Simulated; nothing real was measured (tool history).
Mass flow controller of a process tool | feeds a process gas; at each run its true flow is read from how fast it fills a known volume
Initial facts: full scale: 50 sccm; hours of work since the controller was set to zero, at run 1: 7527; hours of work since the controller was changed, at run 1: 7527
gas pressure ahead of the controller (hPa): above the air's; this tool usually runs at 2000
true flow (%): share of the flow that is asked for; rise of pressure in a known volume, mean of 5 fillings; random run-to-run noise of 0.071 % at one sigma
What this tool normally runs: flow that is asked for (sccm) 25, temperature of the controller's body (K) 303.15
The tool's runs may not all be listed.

run,day,flow that is asked for (sccm),gas pressure ahead of the controller (hPa),temperature of the controller's body (K),hours of work since the controller was set to zero,hours of work since the controller was changed,true flow (%)
1,0.000,25,2000,303.15,7527,7527,93.96
# day 6.662: controller exchanged for a calibrated one
2,12.688,25,2000,303.15,80,80,99.60
3,22.008,25,2000,303.15,204,204,99.57
4,34.117,25,2000,303.15,365,365,99.37
5,40.050,25,2000,303.15,444,444,99.24
6,51.983,25,2000,303.15,603,603,99.18
7,62.775,25,2000,301.15,746,746,98.84
8,72.767,25,2000,301.15,879,879,98.82
9,86.167,25,1770,303.15,1057,1057,98.97
10,96.950,25,1770,303.15,1200,1200,98.84
11,107.883,8,2000,303.15,1346,1346,97.30
12,114.104,8,2000,303.15,1428,1428,97.16
13,124.838,25,2000,303.15,1571,1571,98.56
14,136.188,25,2000,300.15,1722,1722,97.98
15,142.971,25,2000,312.15,1812,1812,99.55
16,156.396,25,2000,312.15,1991,1991,99.23
17,166.696,6,1690,295.15,2128,2128,95.06
# day 167.446: controller's zero set anew
18,176.229,6,1690,295.15,117,2254,94.79
19,187.454,6,1690,295.15,266,2403,94.54
20,195.454,7,2430,301.15,372,2510,95.28
# day 198.242: controller's zero set anew, once more
21,203.425,7,2430,301.15,69,2615,96.74
22,210.217,7,2430,301.15,159,2706,96.60
23,219.158,6,2000,298.15,278,2825,96.26
24,226.562,6,2000,298.15,377,2923,96.26
25,232.829,6,2000,298.15,460,3006,96.10
26,243.338,6,2000,298.15,600,3146,95.95
27,256.925,6,2000,299.15,780,3327,95.78
28,267.725,6,2000,299.15,924,3470,95.68
29,281.346,25,2320,297.15,1105,3651,96.49

5 options for the next run, each taken on its own from the tool as it stands now. Forecast them:
A,287.671,7,2090,311.15,1189,3735,?
B,287.671,30,2650,310.15,1189,3735,?
C,287.671,6,2100,304.15,1189,3735,?
D,287.671,25,1900,303.15,1189,3735,?
E,287.671,15,2320,297.15,1189,3735,?

run,true flow (%)
A,96.80
B,98.19
C,95.82
D,97.34
E,96.07
Stripped of hidden state, with their random variation kept, the same runs would have yielded:
run,true flow (%)
A,99.78
B,100.38
C,98.98
D,99.58
E,98.51

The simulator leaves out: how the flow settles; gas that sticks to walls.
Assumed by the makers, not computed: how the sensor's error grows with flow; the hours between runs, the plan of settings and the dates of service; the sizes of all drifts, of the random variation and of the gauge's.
